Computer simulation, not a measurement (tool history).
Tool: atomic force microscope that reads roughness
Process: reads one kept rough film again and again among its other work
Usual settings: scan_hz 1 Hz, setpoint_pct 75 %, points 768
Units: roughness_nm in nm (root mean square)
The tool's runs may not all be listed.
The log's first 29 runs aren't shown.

run 30 day=11.621 | scan_hz=1.1 setpoint_pct=67 points=768 | roughness_nm=1.241
run 31 day=11.946 | scan_hz=1 setpoint_pct=87 points=645 | roughness_nm=1.134
run 32 day=12.242 | scan_hz=1.07 setpoint_pct=76 points=645 | roughness_nm=1.184
run 33 day=12.6 | scan_hz=0.78 setpoint_pct=69 points=768 | roughness_nm=1.23
run 34 day=13.025 | scan_hz=0.62 setpoint_pct=60 points=343 | roughness_nm=1.217
run 35 day=13.533 | scan_hz=1 setpoint_pct=59 points=686 | roughness_nm=1.206
run 36 day=13.858 | scan_hz=1 setpoint_pct=59 points=686 | roughness_nm=1.189
run 37 day=14.312 | scan_hz=3.96 setpoint_pct=82 points=497 | roughness_nm=0.817
-- day=14.454 new tip fitted
run 38 day=14.762 | scan_hz=3.96 setpoint_pct=82 points=497 | roughness_nm=1.098
run 39 day=15.275 | scan_hz=3.96 setpoint_pct=82 points=497 | roughness_nm=1.064
run 40 day=15.608 | scan_hz=1 setpoint_pct=85 points=768 | roughness_nm=1.384
run 41 day=16.129 | scan_hz=0.52 setpoint_pct=89 points=378 | roughness_nm=1.385
run 42 day=16.583 | scan_hz=1 setpoint_pct=76 points=768 | roughness_nm=1.389
run 43 day=17.083 | scan_hz=0.66 setpoint_pct=72 points=493 | roughness_nm=1.409
run 44 day=17.517 | scan_hz=0.59 setpoint_pct=76 points=768 | roughness_nm=1.383
run 45 day=17.825 | scan_hz=1.18 setpoint_pct=75 points=768 | roughness_nm=1.309
run 46 day=18.167 | scan_hz=2.45 setpoint_pct=85 points=718 | roughness_nm=1.061
run 47 day=18.65 | scan_hz=0.7 setpoint_pct=75 points=768 | roughness_nm=1.324
run 48 day=19.042 | scan_hz=0.81 setpoint_pct=79 points=659 | roughness_nm=1.28
run 49 day=19.55 | scan_hz=0.81 setpoint_pct=79 points=659 | roughness_nm=1.27
run 50 day=19.85 | scan_hz=0.81 setpoint_pct=79 points=659 | roughness_nm=1.23
run 51 day=20.117 | scan_hz=2.5 setpoint_pct=63 points=461 | roughness_nm=1.208
run 52 day=20.558 | scan_hz=2.5 setpoint_pct=63 points=461 | roughness_nm=1.188

5 ways to go on from here, each from the tool as it stands after run 52. What would each give?
run A day=20.917 | scan_hz=0.66 setpoint_pct=59 points=480 | roughness_nm=?
run B day=20.917 | scan_hz=3.3 setpoint_pct=73 points=623 | roughness_nm=?
run C day=20.917 | scan_hz=2.5 setpoint_pct=63 points=511 | roughness_nm=?
run D day=20.917 | scan_hz=1.58 setpoint_pct=62 points=461 | roughness_nm=?
run E day=20.917 | scan_hz=2.46 setpoint_pct=88 points=408 | roughness_nm=?

run=A roughness_nm=1.288
run=B roughness_nm=1.033
run=C roughness_nm=1.164
run=D roughness_nm=1.222
run=E roughness_nm=0.913
Without the tool's hidden state the same runs would have given:
run=A roughness_nm=1.622
run=B roughness_nm=1.302
run=C roughness_nm=1.468
run=D roughness_nm=1.54
run=E roughness_nm=1.153
